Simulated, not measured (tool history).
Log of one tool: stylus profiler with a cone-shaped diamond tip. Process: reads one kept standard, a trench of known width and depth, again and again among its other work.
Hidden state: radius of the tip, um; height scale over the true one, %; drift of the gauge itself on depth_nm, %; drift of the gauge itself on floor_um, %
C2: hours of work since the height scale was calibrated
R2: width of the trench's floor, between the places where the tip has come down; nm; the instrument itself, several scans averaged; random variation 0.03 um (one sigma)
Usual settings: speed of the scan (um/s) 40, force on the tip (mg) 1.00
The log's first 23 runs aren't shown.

Run 24, day 33.175: usual settings but speed of the scan (um/s) 53, force on the tip (mg) 0.97; scans with this tip 12046; C2 1090. Result: depth of the trench (Å) 5042.8, R2 15700 nm.
Run 25, day 34.908: usual settings but speed of the scan (um/s) 12, force on the tip (mg) 1.34; scans with this tip 12399; C2 1122. Result: depth of the trench (Å) 5051.4, R2 15990 nm.
Run 26, day 35.862: usual settings but speed of the scan (um/s) 12, force on the tip (mg) 1.34; scans with this tip 12593; C2 1139. Result: depth of the trench (Å) 5052.1, R2 15990 nm.
Run 27, day 37.796: usual settings but speed of the scan (um/s) 12, force on the tip (mg) 1.77; scans with this tip 12987; C2 1175. Result: depth of the trench (Å) 5056.4, R2 16000 nm.
Run 28, day 39.283: usual settings but speed of the scan (um/s) 12, force on the tip (mg) 1.77; scans with this tip 13289; C2 1202. Result: depth of the trench (Å) 5056.7, R2 15980 nm.
Run 29, day 40.142: usual settings but speed of the scan (um/s) 152, force on the tip (mg) 0.83; scans with this tip 13464; C2 1218. Result: depth of the trench (Å) 5043.6, R2 14520 nm.
Run 30, day 41.400: usual settings but speed of the scan (um/s) 152, force on the tip (mg) 0.83; scans with this tip 13719; C2 1241. Result: depth of the trench (Å) 5047.2, R2 14530 nm.
Run 31, day 42.433: usual settings but speed of the scan (um/s) 152, force on the tip (mg) 0.83; scans with this tip 13930; C2 1260. Result: depth of the trench (Å) 5046.4, R2 14510 nm.
Run 32, day 43.829: usual settings but speed of the scan (um/s) 149, force on the tip (mg) 0.97; scans with this tip 14214; C2 1286. Result: depth of the trench (Å) 5045.3, R2 14570 nm.
Run 33, day 45.888: usual settings but speed of the scan (um/s) 137, force on the tip (mg) 0.97; scans with this tip 14632; C2 1324. Result: depth of the trench (Å) 5048.7, R2 14750 nm.
Run 34, day 47.308: usual settings but speed of the scan (um/s) 14, force on the tip (mg) 2.12; scans with this tip 14921; C2 1350. Result: depth of the trench (Å) 5066.2, R2 15790 nm.
Run 35, day 48.775: usual settings but speed of the scan (um/s) 90, force on the tip (mg) 1.17; scans with this tip 15219; C2 1377. Result: depth of the trench (Å) 5053.6, R2 15070 nm.
Run 36, day 49.925: usual settings but speed of the scan (um/s) 136, force on the tip (mg) 1.17; scans with this tip 15453; C2 1398. Result: depth of the trench (Å) 5054.1, R2 14700 nm.
At day 51.088: height scale calibrated on a step standard.
Run 37, day 51.929: usual settings but speed of the scan (um/s) 155, force on the tip (mg) 1.40; scans with this tip 15857; C2 15. Result: depth of the trench (Å) 5027.5, R2 14630 nm.
Run 38, day 53.208: usual settings but speed of the scan (um/s) 21, force on the tip (mg) 2.04; scans with this tip 16117; C2 39. Result: depth of the trench (Å) 5036.5, R2 15640 nm.
Run 39, day 54.346: usual settings but speed of the scan (um/s) 21, force on the tip (mg) 2.04; scans with this tip 16349; C2 60. Result: depth of the trench (Å) 5035.5, R2 15650 nm.
Run 40, day 55.292: usual settings but speed of the scan (um/s) 32, force on the tip (mg) 0.64; scans with this tip 16541; C2 77. Result: depth of the trench (Å) 5016.8, R2 15430 nm.

Run 41 comes next. What will it give?
Run 41, day 57.358: usual settings but speed of the scan (um/s) 22, force on the tip (mg) 1.54; scans with this tip 16962; C2 115. Result: depth of the trench (Å) ?, R2 ?.

Run 41 gave depth of the trench (Å) 5031.0, R2 15590 nm.
Without the tool's hidden state the same run would have given depth of the trench (Å) 5030.7, R2 17200 nm.

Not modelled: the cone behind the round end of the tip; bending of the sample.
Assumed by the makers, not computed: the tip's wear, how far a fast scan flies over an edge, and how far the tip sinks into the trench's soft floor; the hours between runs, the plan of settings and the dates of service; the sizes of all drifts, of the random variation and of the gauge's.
